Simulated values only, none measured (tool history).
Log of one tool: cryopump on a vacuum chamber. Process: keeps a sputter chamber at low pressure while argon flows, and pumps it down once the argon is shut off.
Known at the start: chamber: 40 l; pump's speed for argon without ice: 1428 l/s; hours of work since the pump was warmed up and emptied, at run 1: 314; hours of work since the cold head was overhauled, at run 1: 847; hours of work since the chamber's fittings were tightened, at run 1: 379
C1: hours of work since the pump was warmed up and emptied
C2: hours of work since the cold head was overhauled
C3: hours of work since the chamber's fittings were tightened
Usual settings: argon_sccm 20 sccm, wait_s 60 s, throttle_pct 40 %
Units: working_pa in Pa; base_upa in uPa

Run 1, hour 0: usual settings; C1 314; C2 847; C3 379. Result: working_pa 0.0653 Pa, base_upa 2.11 uPa.
Run 2, hour 14.3: usual settings; C1 325; C2 858; C3 389. Result: working_pa 0.0661 Pa, base_upa 2.15 uPa.
Run 3, hour 30.2: usual settings; C1 336; C2 870; C3 401. Result: working_pa 0.0659 Pa, base_upa 2.1 uPa.
Run 4, hour 59: usual settings; C1 358; C2 891; C3 423. Result: working_pa 0.0654 Pa, base_upa 2.19 uPa.
Run 5, hour 77.7: usual settings; C1 372; C2 905; C3 437. Result: working_pa 0.0677 Pa, base_upa 2.33 uPa.
Run 6, hour 95.9: usual settings but argon_sccm 13 sccm; C1 386; C2 919; C3 450. Result: working_pa 0.0439 Pa, base_upa 2.34 uPa.
Run 7, hour 125.4: usual settings but argon_sccm 13 sccm; C1 408; C2 941; C3 472. Result: working_pa 0.0439 Pa, base_upa 2.47 uPa.
Run 8, hour 137.5: usual settings but argon_sccm 13 sccm; C1 417; C2 950; C3 481. Result: working_pa 0.0452 Pa, base_upa 2.41 uPa.
Run 9, hour 156.6: usual settings but argon_sccm 11 sccm, throttle_pct 21 %; C1 431; C2 964; C3 496. Result: working_pa 0.0672 Pa, base_upa 2.48 uPa.
Run 10, hour 175.3: usual settings but argon_sccm 9 sccm, wait_s 96 s, throttle_pct 19 %; C1 445; C2 978; C3 510. Result: working_pa 0.06 Pa, base_upa 2.12 uPa.
Run 11, hour 204.5: usual settings but argon_sccm 9 sccm, wait_s 96 s, throttle_pct 19 %; C1 467; C2 1000; C3 531. Result: working_pa 0.0608 Pa, base_upa 2.26 uPa.
Run 12, hour 217.6: usual settings but argon_sccm 37 sccm, wait_s 124 s, throttle_pct 23 %; C1 477; C2 1010; C3 541. Result: working_pa 0.2092 Pa, base_upa 2.05 uPa.
Run 13, hour 233.9: usual settings but argon_sccm 37 sccm, wait_s 124 s, throttle_pct 23 %; C1 489; C2 1022; C3 553. Result: working_pa 0.2123 Pa, base_upa 2.19 uPa.
Run 14, hour 259.6: usual settings but wait_s 146 s, throttle_pct 37 %; C1 508; C2 1041; C3 573. Result: working_pa 0.0762 Pa, base_upa 2.2 uPa.
At hour 270.7: pump warmed up, emptied and cooled again.
Run 15, hour 293.1: usual settings but wait_s 127 s, throttle_pct 23 %; C1 17; C2 1062; C3 594. Result: working_pa 0.1039 Pa, base_upa 1.71 uPa.

3 ways to go on from here, each from the tool as it stands after run 15. What would each give?
Run A, hour 309.3: usual settings but argon_sccm 21 sccm, wait_s 39 s; C1 29; C2 1075; C3 606. Result: working_pa ?, base_upa ?.
Run B, hour 309.3: usual settings but argon_sccm 38 sccm, wait_s 127 s, throttle_pct 23 %; C1 29; C2 1075; C3 606. Result: working_pa ?, base_upa ?.
Run C, hour 309.3: usual settings but argon_sccm 10 sccm; C1 29; C2 1075; C3 606. Result: working_pa ?, base_upa ?.

run  working_pa  base_upa
  A      0.0633      2.83
  B       0.197      1.71
  C      0.0304      2.23
Without the tool's hidden state the same runs would have given:
run  working_pa  base_upa
  A       0.062      1.76
  B      0.1946      0.67
  C      0.0298      1.18
